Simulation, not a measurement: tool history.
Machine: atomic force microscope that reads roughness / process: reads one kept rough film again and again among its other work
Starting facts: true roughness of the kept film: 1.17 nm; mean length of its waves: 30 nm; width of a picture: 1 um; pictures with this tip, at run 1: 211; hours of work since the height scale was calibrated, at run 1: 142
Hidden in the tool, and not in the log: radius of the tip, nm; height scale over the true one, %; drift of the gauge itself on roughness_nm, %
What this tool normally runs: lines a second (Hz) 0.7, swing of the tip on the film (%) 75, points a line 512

run	hour	lines a second (Hz)	swing of the tip on the film (%)	points a line	pictures with this tip	hours of work since the height scale was calibrated	roughness of the kept film (nm (root mean square))
1	0	0.7	75	512	211	142	0.971
2	12.6	0.7	75	512	240	151	0.967
# hour 21: new tip fitted
3	27.7	0.7	75	264	15	160	1.052
4	42.5	0.7	75	264	49	170	1.037
5	60.4	0.7	75	264	90	182	1.021
6	72.1	0.7	75	264	117	190	1.002
7	83	0.7	75	264	142	197	0.996
8	97.1	0.7	75	264	174	206	0.98
9	109	0.7	75	264	201	214	0.953
10	121.3	0.7	75	512	229	222	0.96
# hour 135.6: new tip fitted
11	138.4	0.7	63	512	7	233	1.081
12	155.7	0.7	75	630	46	245	1.063
13	169.3	0.7	75	630	77	254	1.037
14	182.7	0.7	75	630	108	263	1.023
15	190.3	0.7	75	512	125	268	1
16	204.8	0.7	75	512	158	277	0.993
17	219.3	0.7	75	512	191	287	0.978
18	230.7	0.7	75	512	217	294	0.969
19	239.1	0.608	75	512	237	300	0.975
# hour 249.1: new tip fitted
20	257.2	0.608	75	512	19	312	1.069
21	265.2	0.608	75	512	37	317	1.064
22	281.4	0.608	66	512	74	328	1.061
23	299.3	0.608	66	512	115	339	1.037
24	310	0.608	66	512	139	346	1.029
25	318.2	0.608	66	512	158	352	1.008
26	331.2	2.073	66	512	188	361	0.948
27	345.4	0.7	87	275	220	370	0.927
28	359.1	0.768	59	512	251	379	0.98
# hour 363: new tip fitted
29	367.4	1.561	75	257	10	384	1.008
30	380.7	0.7	84	640	40	393	1.033
31	397.3	3.003	72	298	78	404	0.925
32	409.9	3.003	72	298	107	412	0.916
33	418	2.155	77	269	126	418	0.914
34	436.3	2.155	77	269	167	430	0.895
35	453.3	2.155	77	269	206	441	0.878
36	469.3	1.115	82	442	243	452	0.904
# hour 476.3: new tip fitted
37	488	1.115	86	694	26	464	1
38	504.9	0.7	55	377	65	475	1.071
39	516.9	0.7	55	377	92	483	1.046
40	526.5	0.7	55	377	114	489	1.046
41	537.3	0.752	88	475	139	496	0.958
42	554.1	2.694	88	670	177	507	0.795
43	572.4	0.623	56	975	219	519	0.996
44	586.1	0.623	56	810	250	528	0.981
# hour 590.5: new tip fitted
45	596.9	0.623	56	810	15	535	1.102
46	613.6	2.786	75	809	53	546	0.946
47	628.3	0.7	65	503	86	556	1.061
48	643.1	0.7	81	677	120	566	0.996
49	650.8	1.233	60	512	138	571	1.023
50	661.2	1.233	60	512	162	578	0.994
51	672.4	0.781	60	512	187	585	1.007

Hidden state or all else? Some run-to-run changes of roughness of the kept film (nm (root mean square)), split into what the settings, what came in and random variation would give without the hidden state, and what is left for the hidden state (with any gauge scatter that isn't in both results):
Run 10 -> 11: swing of the tip on the film (%) 75 -> 63, new tip fitted. roughness of the kept film (nm (root mean square)) +0.121: hidden state +0.113, all else +0.008.
Run 28 -> 29: lines a second (Hz) 0.768 -> 1.561, swing of the tip on the film (%) 59 -> 75, points a line 512 -> 257, new tip fitted. roughness of the kept film (nm (root mean square)) +0.028: hidden state +0.121, all else -0.093.
Run 41 -> 42: lines a second (Hz) 0.752 -> 2.694, points a line 475 -> 670. roughness of the kept film (nm (root mean square)) -0.163: hidden state -0.004, all else -0.159.
Run 42 -> 43: lines a second (Hz) 2.694 -> 0.623, swing of the tip on the film (%) 88 -> 56, points a line 670 -> 975. roughness of the kept film (nm (root mean square)) +0.201: hidden state -0.043, all else +0.244.
Run 44 -> 45: new tip fitted. roughness of the kept film (nm (root mean square)) +0.121: hidden state +0.121, all else +0.
Run 45 -> 46: lines a second (Hz) 0.623 -> 2.786, swing of the tip on the film (%) 56 -> 75, points a line 810 -> 809. roughness of the kept film (nm (root mean square)) -0.156: hidden state -0.017, all else -0.139.

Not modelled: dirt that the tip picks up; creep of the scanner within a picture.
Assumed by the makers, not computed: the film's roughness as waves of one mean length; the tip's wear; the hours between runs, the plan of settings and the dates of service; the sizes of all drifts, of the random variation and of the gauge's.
